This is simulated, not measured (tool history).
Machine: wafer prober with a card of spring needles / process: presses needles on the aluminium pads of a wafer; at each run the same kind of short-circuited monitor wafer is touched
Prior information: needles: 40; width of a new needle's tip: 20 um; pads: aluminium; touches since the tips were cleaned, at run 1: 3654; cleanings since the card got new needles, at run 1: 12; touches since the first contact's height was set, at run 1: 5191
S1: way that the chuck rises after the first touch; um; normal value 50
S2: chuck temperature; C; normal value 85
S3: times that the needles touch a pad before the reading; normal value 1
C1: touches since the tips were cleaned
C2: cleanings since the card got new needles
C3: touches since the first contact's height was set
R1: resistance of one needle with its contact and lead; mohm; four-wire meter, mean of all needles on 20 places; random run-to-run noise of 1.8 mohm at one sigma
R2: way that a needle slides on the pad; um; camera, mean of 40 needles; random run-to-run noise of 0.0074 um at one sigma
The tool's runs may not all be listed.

run 1 hour=0 | S1=50 S2=85 S3=1 | C1=3654 C2=12 C3=5191 | R1=697 R2=10.663
-- hour=4.6 tips cleaned on abrasive film
-- hour=16 tips cleaned on abrasive film
run 2 hour=20.2 | S1=50 S2=85 S3=1 | C1=2508 C2=14 C3=17108 | R1=547 R2=10.656
-- hour=28.3 tips cleaned on abrasive film
-- hour=38.8 tips cleaned on abrasive film
run 3 hour=42.4 | S1=50 S2=85 S3=1 | C1=2125 C2=16 C3=30266 | R1=553 R2=10.635
-- hour=49.9 tips cleaned on abrasive film
-- hour=60.7 tips cleaned on abrasive film
run 4 hour=67 | S1=50 S2=85 S3=1 | C1=3761 C2=18 C3=44871 | R1=698 R2=10.623
-- hour=71.2 tips cleaned on abrasive film
-- hour=83.4 tips cleaned on abrasive film
-- hour=96 tips cleaned on abrasive film
run 5 hour=96 | S1=50 S2=85 S3=1 | C1=0 C2=21 C3=62013 | R1=218 R2=10.587
-- hour=107.4 tips cleaned on abrasive film
run 6 hour=109.4 | S1=35 S2=85 S3=1 | C1=1177 C2=22 C3=69950 | R1=706 R2=7.381
-- hour=118.3 tips cleaned on abrasive film
-- hour=128.8 tips cleaned on abrasive film
run 7 hour=130.8 | S1=50 S2=91 S3=1 | C1=1187 C2=24 C3=82620 | R1=423 R2=10.568
-- hour=140.7 tips cleaned on abrasive film
-- hour=141 height of the first contact set anew
-- hour=152.7 tips cleaned on abrasive film
run 8 hour=156.9 | S1=50 S2=91 S3=1 | C1=2515 C2=26 C3=9420 | R1=589 R2=10.656
-- hour=163.9 tips cleaned on abrasive film
run 9 hour=173.2 | S1=50 S2=91 S3=1 | C1=5554 C2=27 C3=19103 | R1=757 R2=10.655
-- hour=174.6 tips cleaned on abrasive film
-- hour=187.1 tips cleaned on abrasive film
run 10 hour=188.4 | S1=50 S2=91 S3=1 | C1=763 C2=29 C3=28031 | R1=420 R2=10.645
-- hour=198.6 tips cleaned on abrasive film
-- hour=211 tips cleaned on abrasive film
run 11 hour=214.9 | S1=50 S2=85 S3=1 | C1=2320 C2=31 C3=43748 | R1=556 R2=10.625
-- hour=222.5 tips cleaned on abrasive film
-- hour=233 tips cleaned on abrasive film
run 12 hour=238.3 | S1=50 S2=83 S3=1 | C1=3136 C2=33 C3=57606 | R1=665 R2=10.611
-- hour=244.9 tips cleaned on abrasive film
-- hour=257.1 tips cleaned on abrasive film
run 13 hour=264.7 | S1=50 S2=83 S3=1 | C1=4579 C2=35 C3=73288 | R1=721 R2=10.582
-- hour=269.2 tips cleaned on abrasive film
-- hour=280.2 tips cleaned on abrasive film
run 14 hour=284.5 | S1=42 S2=85 S3=1 | C1=2536 C2=37 C3=84959 | R1=776 R2=8.856
-- hour=289.7 height of the first contact set anew
-- hour=291.5 tips cleaned on abrasive film
run 15 hour=299.5 | S1=42 S2=85 S3=1 | C1=4796 C2=38 C3=5836 | R1=954 R2=8.968
-- hour=302.7 tips cleaned on abrasive film
-- hour=314.3 tips cleaned on abrasive film
run 16 hour=323.3 | S1=42 S2=85 S3=1 | C1=5355 C2=40 C3=19898 | R1=1011 R2=8.935
-- hour=325.9 tips cleaned on abrasive film
-- hour=338.1 tips cleaned on abrasive film
run 17 hour=347.7 | S1=68 S2=42 S3=2 | C1=5728 C2=42 C3=34363 | R1=374 R2=14.48
-- hour=350.2 tips cleaned on abrasive film
-- hour=361.9 tips cleaned on abrasive film
run 18 hour=362.2 | S1=46 S2=42 S3=2 | C1=160 C2=44 C3=42881 | R1=237 R2=9.776
-- hour=374.3 tips cleaned on abrasive film
-- hour=386 tips cleaned on abrasive film
run 19 hour=386 | S1=51 S2=57 S3=1 | C1=0 C2=46 C3=57027 | R1=225 R2=10.819
-- hour=396.5 tips cleaned on abrasive film
run 20 hour=398.6 | S1=49 S2=95 S3=1 | C1=1271 C2=47 C3=64475 | R1=478 R2=10.38
-- hour=408.7 tips cleaned on abrasive film
run 21 hour=413.5 | S1=30 S2=95 S3=1 | C1=2861 C2=48 C3=73336 | R1=1530 R2=6.311
-- hour=419.8 tips cleaned on abrasive film
-- hour=431.4 tips cleaned on abrasive film
run 22 hour=431.7 | S1=36 S2=41 S3=1 | C1=206 C2=50 C3=84083 | R1=386 R2=7.579
-- hour=438.8 height of the first contact set anew
-- hour=442.9 tips cleaned on abrasive film
-- hour=455 tips cleaned on abrasive film
run 23 hour=460.3 | S1=38 S2=33 S3=2 | C1=3166 C2=52 C3=12762 | R1=732 R2=8.104
-- hour=465.6 tips cleaned on abrasive film
-- hour=477.8 tips cleaned on abrasive film
run 24 hour=480.3 | S1=50 S2=44 S3=1 | C1=1500 C2=54 C3=24596 | R1=485 R2=10.643
-- hour=488.6 tips cleaned on abrasive film
run 25 hour=497.8 | S1=50 S2=44 S3=1 | C1=5489 C2=55 C3=34979 | R1=810 R2=10.64
-- hour=499.6 tips cleaned on abrasive film
-- hour=510.9 tips cleaned on abrasive film
-- hour=522.3 tips cleaned on abrasive film
run 26 hour=524.2 | S1=50 S2=90 S3=1 | C1=1144 C2=58 C3=50559 | R1=469 R2=10.624
-- hour=533.6 tips cleaned on abrasive film
run 27 hour=538.8 | S1=61 S2=90 S3=2 | C1=3098 C2=59 C3=59233 | R1=382 R2=12.949
-- hour=546.1 tips cleaned on abrasive film
run 28 hour=555.3 | S1=61 S2=90 S3=2 | C1=5520 C2=60 C3=69014 | R1=434 R2=12.952
-- hour=558 tips cleaned on abrasive film
-- hour=570.4 tips cleaned on abrasive film
-- hour=581.9 tips cleaned on abrasive film
run 29 hour=583.4 | S1=61 S2=90 S3=2 | C1=862 C2=63 C3=85593 | R1=263 R2=12.936
-- hour=588.1 height of the first contact set anew
-- hour=593.9 tips cleaned on abrasive film
-- hour=606.8 tips cleaned on abrasive film
run 30 hour=607.4 | S1=61 S2=90 S3=2 | C1=354 C2=65 C3=11375 | R1=245 R2=13.002
-- hour=618.1 tips cleaned on abrasive film
run 31 hour=627.7 | S1=50 S2=108 S3=2 | C1=5684 C2=66 C3=23430 | R1=558 R2=10.647

Alternative continuations, all from the tool just after run 31; predict every row:
-- hour=629.9 tips cleaned on abrasive film
-- hour=640.5 tips cleaned on abrasive film
-- hour=651 tips cleaned on abrasive film
run A hour=653.5 | S1=39 S2=57 S3=3 | C1=1518 C2=69 C3=38710 | R1=? R2=?
-- hour=629.9 tips cleaned on abrasive film
-- hour=640.5 tips cleaned on abrasive film
-- hour=651 tips cleaned on abrasive film
run B hour=653.5 | S1=35 S2=108 S3=1 | C1=1518 C2=69 C3=38710 | R1=? R2=?
-- hour=629.9 tips cleaned on abrasive film
-- hour=640.5 tips cleaned on abrasive film
-- hour=651 tips cleaned on abrasive film
run C hour=653.5 | S1=33 S2=108 S3=2 | C1=1518 C2=69 C3=38710 | R1=? R2=?

run=A R1=377 R2=8.272
run=B R1=803 R2=7.41
run=C R1=612 R2=7
What these runs would have given with no unlogged condition in the tool:
run=A R1=193 R2=8.328
run=B R1=219 R2=7.466
run=C R1=223 R2=7.056
